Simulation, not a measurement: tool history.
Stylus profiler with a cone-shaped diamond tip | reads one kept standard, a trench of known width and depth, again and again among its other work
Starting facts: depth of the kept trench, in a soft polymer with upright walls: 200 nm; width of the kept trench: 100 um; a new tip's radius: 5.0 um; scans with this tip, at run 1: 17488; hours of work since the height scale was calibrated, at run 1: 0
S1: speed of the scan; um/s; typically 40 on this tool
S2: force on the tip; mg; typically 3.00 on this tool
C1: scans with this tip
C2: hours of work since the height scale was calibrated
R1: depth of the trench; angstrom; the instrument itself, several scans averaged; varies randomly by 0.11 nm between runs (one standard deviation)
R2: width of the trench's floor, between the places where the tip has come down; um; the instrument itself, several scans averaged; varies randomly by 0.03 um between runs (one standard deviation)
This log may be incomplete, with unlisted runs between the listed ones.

run	hour	S1	S2	C1	C2	R1	R2
1	0.0	40	3.00	17488	0	2017.4	96.18
2	132.2	20	3.00	18691	89	2017.2	96.27
3	223.2	40	3.00	19519	150	2019.4	96.06
# hour 289.5: new tip fitted, height scale calibrated
4	355.8	40	3.00	604	45	2016.7	96.88
5	461.0	40	3.00	1561	115	2018.6	96.89
6	564.5	40	3.00	2504	185	2017.4	96.83
7	636.7	40	6.13	3161	234	2028.6	96.86
8	753.7	40	1.14	4226	312	2010.2	96.65
9	819.7	40	1.14	4827	357	2010.4	96.54
10	957.2	40	3.00	6079	449	2022.9	96.63
11	1041.4	40	8.36	6845	506	2038.1	96.74
12	1105.7	40	2.10	7431	549	2018.8	96.50
13	1172.7	15	3.00	8040	594	2021.0	96.74
14	1240.8	15	3.00	8660	640	2022.8	96.66
15	1333.4	15	3.00	9503	703	2021.1	96.60
16	1426.7	15	3.00	10352	765	2024.2	96.68
17	1521.0	15	3.00	11211	829	2022.7	96.57
18	1611.1	40	3.83	12031	890	2029.0	96.47
19	1715.0	40	3.83	12977	960	2027.1	96.35
20	1840.5	40	3.00	14119	1044	2027.4	96.25
21	1967.1	40	1.08	15272	1129	2019.6	96.14
22	2101.5	40	1.08	16495	1220	2018.7	96.03
23	2173.9	40	1.71	17154	1268	2023.4	96.14
# hour 2183.9: height scale calibrated on a step standard
24	2242.6	49	2.39	17775	39	2032.8	96.07
25	2318.1	29	3.48	18462	90	2040.6	96.27
26	2383.3	29	3.48	19055	134	2040.3	96.25
# hour 2460.9: height scale calibrated on a step standard, once more
27	2480.0	118	8.17	19932	13	2033.7	95.84

What does the tool deliver on the next run?
# hour 2503.4: new tip fitted, height scale calibrated
28	2592.4	127	3.00	810	60	?	?

R1: 2016.8 angstrom
R2: 96.52 um
Without the tool's hidden state the same run would have given R1 2017.1 angstrom, R2 96.51 um.
